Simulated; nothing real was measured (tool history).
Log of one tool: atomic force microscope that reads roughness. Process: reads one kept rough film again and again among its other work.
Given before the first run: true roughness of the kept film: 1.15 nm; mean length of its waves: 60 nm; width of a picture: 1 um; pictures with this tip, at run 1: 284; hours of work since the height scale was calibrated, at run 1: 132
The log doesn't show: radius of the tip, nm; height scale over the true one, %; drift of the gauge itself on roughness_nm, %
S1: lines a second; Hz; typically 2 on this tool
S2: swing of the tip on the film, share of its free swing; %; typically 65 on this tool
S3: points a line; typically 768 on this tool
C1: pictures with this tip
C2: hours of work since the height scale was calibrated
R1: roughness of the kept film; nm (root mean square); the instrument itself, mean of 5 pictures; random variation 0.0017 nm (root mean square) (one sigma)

run,hour,S1,S2,S3,C1,C2,R1
1,0,2,65,768,284,132,1.093
2,36.1,2,69,768,331,154,1.089
# hour 68: new tip fitted
3,101,2,69,768,43,193,1.092
4,156.6,2,65,768,115,226,1.101
5,210.5,2,65,768,185,259,1.098
6,261.1,1.58,65,768,251,289,1.101
7,295.1,2,72,768,295,310,1.078
8,342.2,2,59,768,356,338,1.101
# hour 354: new tip fitted
9,413.1,2,65,768,77,381,1.098
10,476.6,2,65,768,160,419,1.098
11,511.4,2,65,768,205,440,1.094
12,571.1,2,65,768,283,476,1.097
# hour 641.6: new tip fitted
13,643.8,2,65,768,3,520,1.1
14,690.2,2.41,60,315,63,548,1.099
15,729.8,0.87,76,804,114,572,1.108
16,776.4,0.87,76,804,175,600,1.107
17,821.2,2.66,78,463,233,627,1.036
18,859.4,1.24,62,570,283,650,1.107
19,888.8,2.31,65,776,321,668,1.085
# hour 925.6: new tip fitted
20,932.8,2,55,549,9,694,1.117
21,980.2,0.85,61,768,71,723,1.12
22,1010.8,2,56,698,111,742,1.111
23,1049.9,2,56,698,161,765,1.111

How would selected steps in R1 from run to run divide? Give the signed amount a tool lacking its hidden state would still show from settings, what came in and random variation, and the signed amount left for the hidden state, including any gauge scatter that is not in both of the compared results.
Run 12 -> 13: new tip fitted. R1 +0.003 nm (root mean square): hidden state +0.009, all else -0.006.
Run 16 -> 17: S1 0.87 -> 2.66, S2 76 -> 78, S3 804 -> 463. R1 -0.071 nm (root mean square): hidden state -0.001, all else -0.07.
Run 17 -> 18: S1 2.66 -> 1.24, S2 78 -> 62, S3 463 -> 570. R1 +0.071 nm (root mean square): hidden state -0.003, all else +0.074.
Run 19 -> 20: S1 2.31 -> 2, S2 65 -> 55, S3 776 -> 549, new tip fitted. R1 +0.032 nm (root mean square): hidden state +0.009, all else +0.023.
